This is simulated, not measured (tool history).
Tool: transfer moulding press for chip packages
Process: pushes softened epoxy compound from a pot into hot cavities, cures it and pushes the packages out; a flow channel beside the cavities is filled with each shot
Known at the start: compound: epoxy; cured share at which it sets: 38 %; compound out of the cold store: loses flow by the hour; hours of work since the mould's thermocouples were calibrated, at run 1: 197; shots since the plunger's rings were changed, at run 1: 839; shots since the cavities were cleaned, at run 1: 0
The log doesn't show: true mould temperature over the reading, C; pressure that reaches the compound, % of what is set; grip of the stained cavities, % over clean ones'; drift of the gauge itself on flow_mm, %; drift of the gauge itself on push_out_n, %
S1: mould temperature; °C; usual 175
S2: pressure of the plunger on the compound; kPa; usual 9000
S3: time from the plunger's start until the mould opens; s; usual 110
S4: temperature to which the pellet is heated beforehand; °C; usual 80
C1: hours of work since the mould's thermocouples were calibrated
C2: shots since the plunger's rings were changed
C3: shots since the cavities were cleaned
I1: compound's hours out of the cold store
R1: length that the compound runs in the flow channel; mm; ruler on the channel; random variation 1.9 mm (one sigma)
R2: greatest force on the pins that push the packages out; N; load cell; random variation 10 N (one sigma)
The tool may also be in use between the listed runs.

| run | hour | S1 | S2 | S3 | S4 | C1 | C2 | C3 | I1 | R1 | R2 |
|---|---|---|---|---|---|---|---|---|---|---|---|
| 1 | 0 | 175 | 9000 | 110 | 80 | 197 | 839 | 0 | 41.1 | 552 | 475 |
| 2 | 6.3 | 175 | 9000 | 110 | 80 | 200 | 889 | 50 | 38.1 | 560 | 506 |
| 3 | 14.7 | 175 | 9000 | 110 | 80 | 204 | 956 | 117 | 28.8 | 588 | 551 |
| 4 | 23.3 | 175 | 9000 | 110 | 80 | 208 | 1025 | 186 | 22.6 | 606 | 620 |
| 5 | 31.5 | 175 | 9000 | 110 | 80 | 212 | 1091 | 252 | 37.5 | 564 | 637 |
| 6 | 42.1 | 175 | 9000 | 110 | 80 | 217 | 1176 | 337 | 29.6 | 586 | 704 |
| 7 | 50.5 | 175 | 9000 | 110 | 80 | 221 | 1243 | 404 | 32.8 | 576 | 716 |
| 8 | 60.6 | 175 | 10400 | 110 | 80 | 226 | 1324 | 485 | 32.3 | 617 | 728 |
| 9 | 65 | 175 | 9570 | 110 | 87 | 228 | 1359 | 520 | 27.3 | 609 | 732 |
| 10 | 69.3 | 175 | 9570 | 110 | 87 | 230 | 1394 | 555 | 38.5 | 578 | 732 |
| 11 | 77 | 175 | 9570 | 110 | 87 | 233 | 1455 | 616 | 17.7 | 639 | 815 |
| 12 | 84.2 | 181 | 9570 | 119 | 87 | 237 | 1513 | 674 | 15.1 | 633 | 735 |
| 13 | 89.7 | 181 | 9570 | 119 | 87 | 240 | 1557 | 718 | 41.9 | 558 | 756 |

Forecast each of these 5 alternatives for the next run:
| A | 95.9 | 171 | 9570 | 119 | 75 | 243 | 1606 | 767 | 11.2 | ? | ? |
| B | 95.9 | 175 | 7170 | 110 | 80 | 243 | 1606 | 767 | 24.9 | ? | ? |
| C | 95.9 | 175 | 8650 | 94 | 80 | 243 | 1606 | 767 | 45.4 | ? | ? |
| D | 95.9 | 172 | 7840 | 125 | 87 | 243 | 1606 | 767 | 9.1 | ? | ? |
| E | 95.9 | 169 | 9570 | 119 | 87 | 243 | 1606 | 767 | 33.8 | ? | ? |

| run | R1 | R2 |
|---|---|---|
| A | 667 | 898 |
| B | 528 | 837 |
| C | 529 | 964 |
| D | 609 | 846 |
| E | 597 | 941 |
Without the tool's hidden state the same runs would have given:
| run | R1 | R2 |
|---|---|---|
| A | 676 | 493 |
| B | 536 | 465 |
| C | 536 | 530 |
| D | 618 | 470 |
| E | 605 | 518 |

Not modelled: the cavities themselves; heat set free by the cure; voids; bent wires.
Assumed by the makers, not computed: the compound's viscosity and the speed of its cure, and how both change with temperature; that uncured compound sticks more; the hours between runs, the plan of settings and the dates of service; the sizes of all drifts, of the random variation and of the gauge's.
